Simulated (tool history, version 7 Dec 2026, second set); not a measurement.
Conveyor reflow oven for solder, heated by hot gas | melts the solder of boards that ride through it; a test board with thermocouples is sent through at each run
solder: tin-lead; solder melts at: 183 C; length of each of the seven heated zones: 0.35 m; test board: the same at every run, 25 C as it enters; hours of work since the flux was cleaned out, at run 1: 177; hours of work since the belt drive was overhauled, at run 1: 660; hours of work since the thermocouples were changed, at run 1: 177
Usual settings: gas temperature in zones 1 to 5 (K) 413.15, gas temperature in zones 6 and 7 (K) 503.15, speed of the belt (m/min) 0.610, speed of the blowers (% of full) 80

run	hour	gas temperature in zones 1 to 5 (K)	gas temperature in zones 6 and 7 (K)	speed of the belt (m/min)	speed of the blowers (% of full)	hours of work since the flux was cleaned out	hours of work since the belt drive was overhauled	hours of work since the thermocouples were changed	highest temperature of the board (K)	time above the solder's melting point (s)
1	0.0	413.15	503.15	0.610	80	177	660	177	488.15	51.7
2	38.7	413.15	503.15	0.610	77	206	689	206	487.45	50.6
3	75.9	413.15	503.15	0.610	77	234	717	234	487.15	50.4
4	149.9	413.15	503.15	0.610	55	290	773	290	479.85	41.5
5	196.1	413.15	503.15	0.610	55	325	808	325	479.55	41.7
6	253.5	413.15	503.15	0.610	55	368	851	368	478.75	41.3
# hour 281.2: belt drive overhauled, speed set with a stopwatch
# hour 320.8: flux residue cleaned out of gas plates and filters
7	335.3	413.15	503.15	0.610	55	11	37	423	481.45	44.0
8	376.6	413.15	503.15	0.610	55	42	68	454	481.25	43.5
9	417.0	413.15	503.15	0.610	80	73	99	485	488.95	51.7
10	482.6	413.15	503.15	0.610	80	122	148	535	488.85	51.9
11	547.2	413.15	503.15	0.610	80	171	197	583	488.35	51.1
12	606.1	413.15	503.15	0.610	80	216	242	628	487.75	50.8
13	682.0	413.15	503.15	0.610	80	273	299	685	487.55	50.3
14	720.5	413.15	503.15	0.667	80	302	328	714	484.65	44.0
15	755.9	417.15	503.15	0.667	80	329	355	741	485.05	45.1
16	830.9	407.15	503.15	0.610	80	386	412	798	485.55	47.4
# hour 871.2: flux residue cleaned out of gas plates and filters
17	890.3	407.15	503.15	0.598	80	14	453	839	489.75	52.1
18	929.5	410.15	504.15	0.610	59	44	482	869	483.85	45.3
19	1002.6	416.15	497.15	0.729	68	99	538	924	476.45	33.0
20	1057.6	399.15	507.15	0.627	76	141	579	965	488.55	45.8
21	1122.4	408.15	513.15	0.627	76	190	628	1014	495.05	52.8

Forecast run 22:
22	1185.5	413.15	507.15	0.610	80	238	676	1062	?	?

highest temperature of the board (K): 492.45
time above the solder's melting point (s): 54.2
Without the tool's hidden state the same run would have given highest temperature of the board (K) 493.45, time above the solder's melting point (s) 54.6.
